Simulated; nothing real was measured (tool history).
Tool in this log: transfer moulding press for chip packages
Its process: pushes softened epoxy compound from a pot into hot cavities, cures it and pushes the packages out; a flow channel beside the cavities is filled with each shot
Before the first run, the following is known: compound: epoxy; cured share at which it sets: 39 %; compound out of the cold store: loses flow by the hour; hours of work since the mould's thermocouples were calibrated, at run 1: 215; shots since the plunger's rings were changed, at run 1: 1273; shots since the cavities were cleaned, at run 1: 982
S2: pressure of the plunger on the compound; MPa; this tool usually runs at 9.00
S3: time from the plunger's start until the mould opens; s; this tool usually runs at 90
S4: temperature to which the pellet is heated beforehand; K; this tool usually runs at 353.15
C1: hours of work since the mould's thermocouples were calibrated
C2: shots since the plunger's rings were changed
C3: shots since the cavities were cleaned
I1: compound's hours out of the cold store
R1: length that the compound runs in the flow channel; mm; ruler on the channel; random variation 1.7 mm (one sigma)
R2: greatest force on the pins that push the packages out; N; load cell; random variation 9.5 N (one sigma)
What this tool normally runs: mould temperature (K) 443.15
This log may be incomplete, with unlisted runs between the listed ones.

run 1 hour=0.0 | mould_temperature_(K)=443.15 S2=9.00 S3=90 S4=353.15 | C1=215 C2=1273 C3=982 | I1=12.1 | R1=578 R2=610
-- hour=18.6 cavities cleaned with cleaning compound and waxed
run 2 hour=23.3 | mould_temperature_(K)=443.15 S2=9.00 S3=90 S4=353.15 | C1=228 C2=1512 C3=52 | I1=30.7 | R1=543 R2=459
run 3 hour=40.4 | mould_temperature_(K)=443.15 S2=9.00 S3=90 S4=353.15 | C1=238 C2=1699 C3=239 | I1=36.4 | R1=536 R2=503
run 4 hour=59.6 | mould_temperature_(K)=443.15 S2=9.00 S3=90 S4=353.15 | C1=250 C2=1909 C3=449 | I1=24.7 | R1=551 R2=549
run 5 hour=81.1 | mould_temperature_(K)=443.15 S2=9.00 S3=90 S4=353.15 | C1=263 C2=2144 C3=684 | I1=23.8 | R1=554 R2=570
run 6 hour=97.6 | mould_temperature_(K)=443.15 S2=9.00 S3=90 S4=353.15 | C1=273 C2=2324 C3=864 | I1=18.1 | R1=559 R2=587
run 7 hour=113.5 | mould_temperature_(K)=443.15 S2=9.00 S3=86 S4=353.15 | C1=282 C2=2498 C3=1038 | I1=12.1 | R1=568 R2=629
-- hour=127.6 cavities cleaned with cleaning compound and waxed
run 8 hour=135.2 | mould_temperature_(K)=443.15 S2=9.00 S3=86 S4=353.15 | C1=295 C2=2719 C3=83 | I1=45.2 | R1=516 R2=474
run 9 hour=155.9 | mould_temperature_(K)=443.15 S2=9.00 S3=90 S4=357.15 | C1=307 C2=2945 C3=309 | I1=13.5 | R1=563 R2=530
run 10 hour=169.5 | mould_temperature_(K)=443.15 S2=9.00 S3=90 S4=353.15 | C1=315 C2=3094 C3=458 | I1=23.3 | R1=544 R2=551
run 11 hour=187.1 | mould_temperature_(K)=443.15 S2=9.40 S3=90 S4=353.15 | C1=326 C2=3286 C3=650 | I1=32.7 | R1=538 R2=567
run 12 hour=202.1 | mould_temperature_(K)=443.15 S2=9.00 S3=107 S4=353.15 | C1=335 C2=3450 C3=814 | I1=43.9 | R1=508 R2=517
run 13 hour=220.5 | mould_temperature_(K)=443.15 S2=9.00 S3=107 S4=353.15 | C1=346 C2=3652 C3=1016 | I1=45.8 | R1=504 R2=550
-- hour=236.2 cavities cleaned with cleaning compound and waxed
run 14 hour=243.7 | mould_temperature_(K)=443.15 S2=9.00 S3=107 S4=353.15 | C1=359 C2=3889 C3=82 | I1=47.4 | R1=502 R2=402
run 15 hour=263.2 | mould_temperature_(K)=443.15 S2=9.00 S3=107 S4=353.15 | C1=371 C2=4102 C3=295 | I1=28.2 | R1=529 R2=439
run 16 hour=285.1 | mould_temperature_(K)=448.15 S2=8.89 S3=99 S4=349.15 | C1=384 C2=4342 C3=535 | I1=28.6 | R1=518 R2=468
-- hour=306.6 plunger's sealing rings changed
run 17 hour=307.5 | mould_temperature_(K)=448.15 S2=8.89 S3=99 S4=349.15 | C1=396 C2=10 C3=753 | I1=32.1 | R1=539 R2=499
run 18 hour=328.4 | mould_temperature_(K)=437.15 S2=8.89 S3=111 S4=349.15 | C1=409 C2=238 C3=981 | I1=22.5 | R1=567 R2=592
-- hour=331.8 mould's thermocouples calibrated
-- hour=349.7 cavities cleaned with cleaning compound and waxed
run 19 hour=353.1 | mould_temperature_(K)=444.15 S2=9.57 S3=90 S4=352.15 | C1=12 C2=470 C3=37 | I1=18.9 | R1=581 R2=435
run 20 hour=365.2 | mould_temperature_(K)=443.15 S2=9.00 S3=114 S4=353.15 | C1=19 C2=603 C3=170 | I1=35.5 | R1=541 R2=416
run 21 hour=382.7 | mould_temperature_(K)=441.15 S2=8.87 S3=90 S4=350.15 | C1=30 C2=794 C3=361 | I1=44.0 | R1=522 R2=571
-- hour=403.9 mould's thermocouples calibrated, once more
run 22 hour=406.0 | mould_temperature_(K)=441.15 S2=8.87 S3=90 S4=350.15 | C1=1 C2=1027 C3=594 | I1=24.4 | R1=554 R2=627
run 23 hour=416.8 | mould_temperature_(K)=441.15 S2=8.87 S3=90 S4=350.15 | C1=8 C2=1145 C3=712 | I1=8.7 | R1=581 R2=652
run 24 hour=433.8 | mould_temperature_(K)=441.15 S2=8.87 S3=90 S4=350.15 | C1=18 C2=1331 C3=898 | I1=35.3 | R1=535 R2=651
run 25 hour=444.9 | mould_temperature_(K)=443.15 S2=9.00 S3=112 S4=356.15 | C1=25 C2=1452 C3=1019 | I1=44.7 | R1=521 R2=513
run 26 hour=456.7 | mould_temperature_(K)=445.15 S2=10.59 S3=96 S4=352.15 | C1=32 C2=1581 C3=1148 | I1=24.5 | R1=597 R2=573
-- hour=460.8 cavities cleaned with cleaning compound and waxed
run 27 hour=475.3 | mould_temperature_(K)=445.15 S2=10.59 S3=127 S4=344.15 | C1=42 C2=1769 C3=159 | I1=41.3 | R1=566 R2=398
run 28 hour=485.8 | mould_temperature_(K)=445.15 S2=10.59 S3=127 S4=344.15 | C1=49 C2=1883 C3=273 | I1=38.2 | R1=570 R2=427
run 29 hour=507.2 | mould_temperature_(K)=439.15 S2=10.59 S3=86 S4=349.15 | C1=62 C2=2118 C3=508 | I1=8.3 | R1=632 R2=729

The logged runs with the hidden state left out (each run's random variation unchanged):
Hidden state at play: true mould temperature over the reading, C; pressure that reaches the compound, % of what is set; grip of the stained cavities, % over clean ones'; drift of the gauge itself on flow_mm, %; drift of the gauge itself on push_out_n, %.
run=1 R1=587 R2=446
run=2 R1=553 R2=443
run=3 R1=547 R2=441
run=4 R1=564 R2=446
run=5 R1=568 R2=436
run=6 R1=575 R2=436
run=7 R1=586 R2=458
run=8 R1=534 R2=454
run=9 R1=584 R2=454
run=10 R1=566 R2=449
run=11 R1=561 R2=438
run=12 R1=531 R2=384
run=13 R1=528 R2=396
run=14 R1=527 R2=379
run=15 R1=558 R2=374
run=16 R1=548 R2=368
run=17 R1=541 R2=375
run=18 R1=571 R2=437
run=19 R1=587 R2=429
run=20 R1=547 R2=374
run=21 R1=529 R2=486
run=22 R1=562 R2=482
run=23 R1=590 R2=487
run=24 R1=545 R2=476
run=25 R1=532 R2=368
run=26 R1=611 R2=405
run=27 R1=580 R2=359
run=28 R1=585 R2=365
run=29 R1=650 R2=576

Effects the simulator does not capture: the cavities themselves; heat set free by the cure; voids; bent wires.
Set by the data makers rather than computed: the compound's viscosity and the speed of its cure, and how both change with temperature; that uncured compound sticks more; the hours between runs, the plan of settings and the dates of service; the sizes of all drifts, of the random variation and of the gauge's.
